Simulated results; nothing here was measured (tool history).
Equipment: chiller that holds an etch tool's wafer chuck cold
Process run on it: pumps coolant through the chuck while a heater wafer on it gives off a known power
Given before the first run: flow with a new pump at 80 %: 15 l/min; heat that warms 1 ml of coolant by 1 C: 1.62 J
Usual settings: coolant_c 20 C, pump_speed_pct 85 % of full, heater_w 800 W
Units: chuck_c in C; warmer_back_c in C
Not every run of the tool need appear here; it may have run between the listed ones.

run 1 day=0 | coolant_c=20 pump_speed_pct=85 heater_w=800 | chuck_c=24.75 warmer_back_c=1.85
run 2 day=1.183 | coolant_c=20 pump_speed_pct=85 heater_w=1121 | chuck_c=26.75 warmer_back_c=2.57
run 3 day=3.017 | coolant_c=14 pump_speed_pct=85 heater_w=800 | chuck_c=18.6 warmer_back_c=1.84
run 4 day=4.658 | coolant_c=20 pump_speed_pct=85 heater_w=800 | chuck_c=24.6 warmer_back_c=1.79
run 5 day=6.071 | coolant_c=20 pump_speed_pct=73 heater_w=800 | chuck_c=25.19 warmer_back_c=2.15
run 6 day=7.962 | coolant_c=20 pump_speed_pct=71 heater_w=800 | chuck_c=25.36 warmer_back_c=2.22
run 7 day=9.9 | coolant_c=20 pump_speed_pct=85 heater_w=884 | chuck_c=25.07 warmer_back_c=2.09
run 8 day=11.138 | coolant_c=20 pump_speed_pct=85 heater_w=884 | chuck_c=25.17 warmer_back_c=2.07
run 9 day=11.967 | coolant_c=20 pump_speed_pct=85 heater_w=884 | chuck_c=24.99 warmer_back_c=2.12
run 10 day=12.967 | coolant_c=20 pump_speed_pct=85 heater_w=884 | chuck_c=24.97 warmer_back_c=2.03
run 11 day=13.75 | coolant_c=14 pump_speed_pct=85 heater_w=896 | chuck_c=18.91 warmer_back_c=2.06
run 12 day=15.162 | coolant_c=14 pump_speed_pct=85 heater_w=896 | chuck_c=18.92 warmer_back_c=2.04
run 13 day=16.408 | coolant_c=14 pump_speed_pct=85 heater_w=896 | chuck_c=18.85 warmer_back_c=2.09
run 14 day=18.012 | coolant_c=20 pump_speed_pct=68 heater_w=800 | chuck_c=25.31 warmer_back_c=2.42
run 15 day=19.133 | coolant_c=20 pump_speed_pct=85 heater_w=1015 | chuck_c=25.55 warmer_back_c=2.32
run 16 day=20.421 | coolant_c=11 pump_speed_pct=87 heater_w=425 | chuck_c=13.18 warmer_back_c=0.94
run 17 day=21.279 | coolant_c=14 pump_speed_pct=75 heater_w=681 | chuck_c=17.96 warmer_back_c=1.79

Predict each of these 5 candidate next runs independently; none follows another, all start after run 17:
run A day=22.217 | coolant_c=11 pump_speed_pct=75 heater_w=681 | chuck_c=? warmer_back_c=?
run B day=22.217 | coolant_c=13 pump_speed_pct=97 heater_w=410 | chuck_c=? warmer_back_c=?
run C day=22.217 | coolant_c=14 pump_speed_pct=75 heater_w=936 | chuck_c=? warmer_back_c=?
run D day=22.217 | coolant_c=20 pump_speed_pct=72 heater_w=438 | chuck_c=? warmer_back_c=?
run E day=22.217 | coolant_c=15 pump_speed_pct=91 heater_w=924 | chuck_c=? warmer_back_c=?

run=A chuck_c=14.94 warmer_back_c=1.83
run=B chuck_c=14.75 warmer_back_c=0.81
run=C chuck_c=19.69 warmer_back_c=2.47
run=D chuck_c=22.53 warmer_back_c=1.25
run=E chuck_c=19.52 warmer_back_c=1.97
Without the tool's hidden state the same runs would have given:
run=A chuck_c=15.39 warmer_back_c=1.83
run=B chuck_c=15.2 warmer_back_c=0.81
run=C chuck_c=20.13 warmer_back_c=2.47
run=D chuck_c=22.98 warmer_back_c=1.25
run=E chuck_c=19.96 warmer_back_c=1.97

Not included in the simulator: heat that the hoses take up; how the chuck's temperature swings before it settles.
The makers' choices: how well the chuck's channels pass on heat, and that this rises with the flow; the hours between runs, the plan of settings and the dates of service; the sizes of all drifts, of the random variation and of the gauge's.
